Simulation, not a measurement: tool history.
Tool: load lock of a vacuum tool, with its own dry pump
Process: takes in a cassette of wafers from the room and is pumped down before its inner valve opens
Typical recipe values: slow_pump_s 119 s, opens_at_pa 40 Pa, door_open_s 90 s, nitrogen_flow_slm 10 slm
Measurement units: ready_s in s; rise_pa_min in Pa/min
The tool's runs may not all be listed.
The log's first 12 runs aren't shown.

run    hour  slow_pump_s  opens_at_pa  door_open_s  nitrogen_flow_slm  incoming humidity of the room's air, %  ready_s  rise_pa_min
 13  1456.0          119           40           26                 10                                    43.8    174.2        0.027
 14  1552.3          119           40           90                 10                                    44.3    173.6        0.053
 15  1676.5           77           40           90                 10                                    42.3    140.2        0.050
 16  1757.3           77           40           90                 10                                    46.9    137.6        0.054
 17  1854.5           77           40           90                 10                                    44.6    137.3        0.046
 18  1955.9           77           40           90                 10                                    43.6    138.1        0.047
 19  2071.0           84           40           44                 22                                    44.0    142.6        0.026
 20  2186.1           84           40           44                 22                                    43.4    144.7        0.018
 21  2337.7          163           40          117                 22                                    48.1    210.9        0.047
 22  2420.0          119           34           42                  7                                    45.2    173.7        0.037
 23  2538.8          119           34           42                  7                                    44.1    173.8        0.035
 24  2625.5          119           34           42                  7                                    43.0    173.7        0.033
 25  2717.4          119           34           42                  7                                    44.2    176.1        0.033
 26  2803.9           78           34           42                  7                                    46.7    139.4        0.040
 27  2887.0          110           29           31                 17                                    43.8    169.8        0.024
 28  3026.1          119           37           92                  9                                    45.0    175.1        0.048
 29  3120.5          120           76           90                 10                                    46.4    167.8        0.050
 30  3230.3          120           76           90                 10                                    41.9    166.1        0.040
 31  3335.2          113           40           58                 41                                    47.0    167.0        0.021
 32  3422.7           73           43           58                 21                                    42.9    134.6        0.027
 33  3492.5           98           43           42                 21                                    41.8    154.2        0.027
 34  3554.2          112           40           90                  6                                    41.6    168.1        0.052
 35  3691.6          119           40           90                 17                                    46.7    173.0        0.045

Each row is a separate what-if for the run after 35, all from the same tool condition, not one after another. Results?
  A  3792.3           93           40           59                 10                                    46.2        ?            ?
  B  3792.3          141           40          152                 17                                    48.4        ?            ?
  C  3792.3          119           28           52                  5                                    43.9        ?            ?
  D  3792.3          165           71           90                  8                                    41.4        ?            ?

run  ready_s  rise_pa_min
  A    151.5        0.039
  B    192.1        0.058
  C    177.9        0.043
  D    202.2        0.052
With the hidden condition removed and each run's random variation left untouched, the same runs would have given:
run  ready_s  rise_pa_min
  A    151.5        0.038
  B    192.0        0.058
  C    177.9        0.043
  D    202.2        0.051
